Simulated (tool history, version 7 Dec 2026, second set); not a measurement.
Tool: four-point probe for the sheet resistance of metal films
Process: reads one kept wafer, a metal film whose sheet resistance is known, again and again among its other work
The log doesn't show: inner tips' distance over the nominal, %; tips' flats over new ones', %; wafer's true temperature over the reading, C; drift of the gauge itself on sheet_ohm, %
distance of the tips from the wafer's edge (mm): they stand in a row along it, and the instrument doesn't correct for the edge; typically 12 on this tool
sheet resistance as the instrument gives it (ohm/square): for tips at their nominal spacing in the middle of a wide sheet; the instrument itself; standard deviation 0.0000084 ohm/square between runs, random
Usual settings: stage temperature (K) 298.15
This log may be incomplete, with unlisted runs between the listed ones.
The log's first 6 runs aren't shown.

| run | day | stage temperature (K) | distance of the tips from the wafer's edge (mm) | touches since the probe head was changed | hours of work since the stage's thermometer was calibrated | sheet resistance as the instrument gives it (ohm/square) |
|---|---|---|---|---|---|---|
| 7 | 5.625 | 292.15 | 12 | 67667 | 405 | 0.042809 |
| 8 | 6.246 | 298.15 | 12 | 68017 | 411 | 0.042407 |
| 9 | 7.129 | 298.15 | 12 | 68516 | 419 | 0.042380 |
| 10 | 8.275 | 298.15 | 12 | 69163 | 431 | 0.042405 |
| 11 | 8.762 | 298.15 | 12 | 69439 | 436 | 0.042410 |
| 12 | 9.625 | 298.15 | 12 | 69926 | 444 | 0.042393 |
| 13 | 10.604 | 298.15 | 12 | 70478 | 454 | 0.042388 |
| 14 | 11.512 | 298.15 | 12 | 70992 | 463 | 0.042410 |
|  | 11.600 | stage's thermometer calibrated |
| 15 | 12.604 | 298.15 | 12 | 71597 | 10 | 0.042385 |
| 16 | 13.367 | 291.15 | 12 | 72027 | 18 | 0.042904 |
| 17 | 14.329 | 299.15 | 4 | 72570 | 27 | 0.043550 |

Run 18 comes next. What will it give?
| 18 | 15.225 | 299.15 | 3 | 73078 | 36 | ? |

sheet resistance as the instrument gives it (ohm/square): 0.044554
The same run, on a tool lacking any hidden state, would have yielded sheet resistance as the instrument gives it (ohm/square) 0.044265.
